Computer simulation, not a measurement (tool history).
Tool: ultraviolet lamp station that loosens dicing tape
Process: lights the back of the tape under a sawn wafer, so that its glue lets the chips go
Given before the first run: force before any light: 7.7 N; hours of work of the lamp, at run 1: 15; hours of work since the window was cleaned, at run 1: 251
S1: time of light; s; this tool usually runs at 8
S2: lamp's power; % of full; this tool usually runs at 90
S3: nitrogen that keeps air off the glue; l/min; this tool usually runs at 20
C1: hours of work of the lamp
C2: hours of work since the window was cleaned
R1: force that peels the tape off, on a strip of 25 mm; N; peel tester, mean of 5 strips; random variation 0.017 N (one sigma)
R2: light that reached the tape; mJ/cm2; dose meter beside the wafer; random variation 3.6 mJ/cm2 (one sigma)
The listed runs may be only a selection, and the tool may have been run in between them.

run,hour,S1,S2,S3,C1,C2,R1,R2
1,0.0,8,90,20,15,251,0.946,525
# hour 15.8: window cleaned of glue's vapour
2,37.7,8,90,20,44,17,1.028,502
3,86.9,8,95,20,82,55,1.004,515
4,129.3,8,95,20,115,88,1.039,512
5,171.8,8,90,20,148,121,1.186,475
6,206.4,8,90,20,175,148,1.175,464
7,238.1,8,90,20,200,172,1.209,455
8,270.5,8,88,20,225,198,1.344,443
# hour 290.8: window cleaned of glue's vapour, once more
9,321.2,8,88,20,264,24,0.925,546
10,357.0,14,90,20,291,51,0.338,955
11,413.7,14,90,20,335,95,0.354,941
12,457.0,8,90,7,369,129,1.761,524
13,500.4,8,74,20,403,163,1.428,427
14,530.7,8,74,20,426,186,1.388,417
15,558.9,8,74,20,448,208,1.389,409
16,608.9,8,74,20,487,247,1.498,402
# hour 629.5: window cleaned of glue's vapour
17,644.9,8,74,20,514,12,1.290,438
18,700.9,8,90,6,558,55,1.952,526
19,725.8,8,89,20,577,75,1.061,511
20,749.9,8,76,20,596,93,1.373,437
21,803.7,8,90,20,638,135,1.060,498
22,846.4,8,90,20,671,168,1.069,497
23,902.3,8,97,20,714,212,0.960,519
24,932.0,8,79,20,737,235,1.395,414
25,963.5,8,79,20,762,259,1.503,414
# hour 969.3: window cleaned of glue's vapour
26,993.6,12,79,38,785,19,0.449,671
27,1044.6,5,93,20,824,58,2.059,321
28,1096.4,5,93,20,864,99,2.157,316
29,1125.3,5,93,20,887,121,2.125,312
30,1168.7,10,98,18,920,155,0.724,644
31,1204.3,8,90,16,948,182,1.374,467
32,1233.3,8,90,16,970,205,1.407,462
33,1257.0,10,90,16,989,223,0.936,572
34,1293.2,7,92,15,1017,251,1.734,399
# hour 1307.1: window cleaned of glue's vapour
35,1318.2,7,92,15,1036,9,1.496,433
36,1360.5,7,77,39,1069,41,1.283,354
37,1384.3,5,89,20,1087,60,2.340,300
38,1408.5,8,90,12,1106,79,1.558,464
39,1438.0,9,64,16,1129,102,1.859,373
40,1466.4,9,64,16,1151,124,1.919,368
41,1504.8,9,64,16,1181,153,1.984,358
42,1552.6,8,89,23,1218,191,1.245,439
43,1582.1,12,64,7,1241,213,2.055,472

Across each entry between runs, compare the hidden state at the last listed run before it with the hidden state at the first listed run after it:
In the gap between runs 1 and 2: window cleaned of glue's vapour (hour 15.8)
  lamp's light, % of a new lamp's: 99.5 -> 99.1; light that the window lets through, % of a clean one's: 90.5 -> 85.6
  measured result minus the result with no hidden state, R1: +0.161 -> +0.261 N; R2: -58 -> -90 mJ/cm2
In the gap between runs 8 and 9: window cleaned of glue's vapour, once more (hour 290.8)
  lamp's light, % of a new lamp's: 96.2 -> 95.6; light that the window lets through, % of a clean one's: 79.6 -> 98.8
  measured result minus the result with no hidden state, R1: +0.492 -> +0.091 N; R2: -134 -> -32 mJ/cm2
In the gap between runs 16 and 17: window cleaned of glue's vapour (hour 629.5)
  lamp's light, % of a new lamp's: 91.9 -> 91.5; light that the window lets through, % of a clean one's: 91.4 -> 99.3
  measured result minus the result with no hidden state, R1: +0.362 -> +0.189 N; R2: -76 -> -45 mJ/cm2
In the gap between runs 25 and 26: window cleaned of glue's vapour (hour 969.3)
  lamp's light, % of a new lamp's: 87.5 -> 87.1; light that the window lets through, % of a clean one's: 91.3 -> 99.3
  measured result minus the result with no hidden state, R1: +0.462 -> +0.090 N; R2: -105 -> -105 mJ/cm2
In the gap between runs 34 and 35: window cleaned of glue's vapour (hour 1307.1)
  lamp's light, % of a new lamp's: 83.4 -> 83.1; light that the window lets through, % of a clean one's: 91.5 -> 99.4
  measured result minus the result with no hidden state, R1: +0.588 -> +0.385 N; R2: -124 -> -91 mJ/cm2
